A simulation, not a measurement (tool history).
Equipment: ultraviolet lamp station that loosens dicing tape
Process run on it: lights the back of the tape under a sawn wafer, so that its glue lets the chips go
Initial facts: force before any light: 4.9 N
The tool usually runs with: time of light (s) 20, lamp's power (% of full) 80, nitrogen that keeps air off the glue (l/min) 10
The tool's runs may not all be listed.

run	hour	time of light (s)	lamp's power (% of full)	nitrogen that keeps air off the glue (l/min)	force that peels the tape off (N)	light that reached the tape (mJ/cm²)
1	0.0	20	80	10	1.120	334
2	33.7	20	80	10	1.186	339
3	81.9	11	80	10	2.202	178
4	125.0	11	80	10	2.113	177
5	163.1	20	80	10	1.315	316
6	200.3	20	80	10	1.285	309
7	246.6	20	80	10	1.389	298
8	288.7	20	80	10	1.411	292
# hour 291.3: window cleaned of glue's vapour
9	313.8	20	80	3	2.302	273
10	335.4	20	80	3	2.412	271
11	355.5	20	80	3	2.401	267
12	401.6	20	80	3	2.333	259
13	423.0	20	80	3	2.462	251
# hour 426.8: lamp changed
14	450.3	26	80	9	0.588	535
15	473.1	39	93	6	0.306	932
16	517.3	39	93	6	0.301	903
# hour 553.0: window cleaned of glue's vapour, once more
17	555.4	20	80	19	0.401	504
18	604.5	20	65	19	0.615	399
19	639.1	27	71	16	0.346	584
20	658.9	21	80	8	0.711	507
21	689.2	36	73	8	0.331	782
22	723.6	39	80	10	0.230	916
23	746.8	12	82	20	1.050	280
24	791.9	21	61	8	1.180	365
25	814.4	30	70	17	0.329	593

Each row is a separate what-if for the run after 25, all from the same tool condition, not one after another. Results?
A	856.3	30	70	13	?	?
B	856.3	40	91	5	?	?
C	856.3	17	80	3	?	?
D	856.3	14	80	10	?	?
E	856.3	27	73	17	?	?

run	force that peels the tape off (N)	light that reached the tape (mJ/cm²)
A	0.405	582
B	0.308	998
C	1.835	376
D	1.307	308
E	0.376	542
Without the tool's hidden state the same runs would have given:
run	force that peels the tape off (N)	light that reached the tape (mJ/cm²)
A	0.287	707
B	0.230	1214
C	1.492	457
D	1.002	375
E	0.267	659
